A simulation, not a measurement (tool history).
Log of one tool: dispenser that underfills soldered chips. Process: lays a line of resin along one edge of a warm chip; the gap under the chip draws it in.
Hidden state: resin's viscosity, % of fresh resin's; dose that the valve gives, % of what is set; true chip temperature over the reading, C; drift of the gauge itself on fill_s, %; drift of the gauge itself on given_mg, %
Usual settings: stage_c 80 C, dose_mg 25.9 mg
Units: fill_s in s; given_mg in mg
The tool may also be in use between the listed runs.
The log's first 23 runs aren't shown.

run   hour  stage_c  dose_mg  hours of work since the syringe was changed  hours of work since the valve was cleaned  hours of work since the stage was calibrated  fill_s  given_mg
 24  169.7       85     26.9                                            8                                         78                                           399   368.2     26.01
     173.5  -- new syringe of resin
 25  174.3       80     24.8                                            1                                         81                                           402   305.9     24.04
 26  179.4       80     24.8                                            4                                         85                                           406   381.5     24.00
     188.4  -- new syringe of resin
 27  188.4       80     24.8                                            0                                         91                                           412   303.7     23.84
 28  196.8       70     22.6                                            6                                         97                                           418   693.4     21.81
 29  202.4       82     27.0                                           10                                        101                                           422   469.8     25.92
     203.2  -- new syringe of resin
 30  211.8       84     30.2                                            6                                        107                                           428   343.8     28.95
     217.6  -- new syringe of resin
 31  221.4       69     31.1                                            3                                        114                                           435   536.4     29.91
 32  230.1       66     31.8                                            9                                        120                                           441   870.6     30.14
     232.4  -- new syringe of resin
 33  236.0       66     31.8                                            3                                        124                                           445   626.8     30.44
 34  242.8       66     31.8                                            7                                        129                                           450   820.2     30.29
     247.0  -- new syringe of resin
     249.5  -- dispensing valve cleaned and set on the balance
 35  251.1       92     26.8                                            2                                          1                                           455   189.5     26.97

Forecast each of these 4 alternatives for the next run:
  A  255.3       72     30.5                                            5                                          4                                           458       ?         ?
  B  255.3       80     22.3                                            5                                          4                                           458       ?         ?
  C  255.3       80     28.4                                            5                                          4                                           458       ?         ?
  D  255.3       93     28.4                                            5                                          4                                           458       ?         ?

run  fill_s  given_mg
  A   534.1     30.43
  B   395.9     22.40
  C   375.5     28.39
  D   215.8     28.62
Without the tool's hidden state the same runs would have given:
run  fill_s  given_mg
  A   470.8     30.40
  B   346.7     22.38
  C   328.8     28.36
  D   187.1     28.60
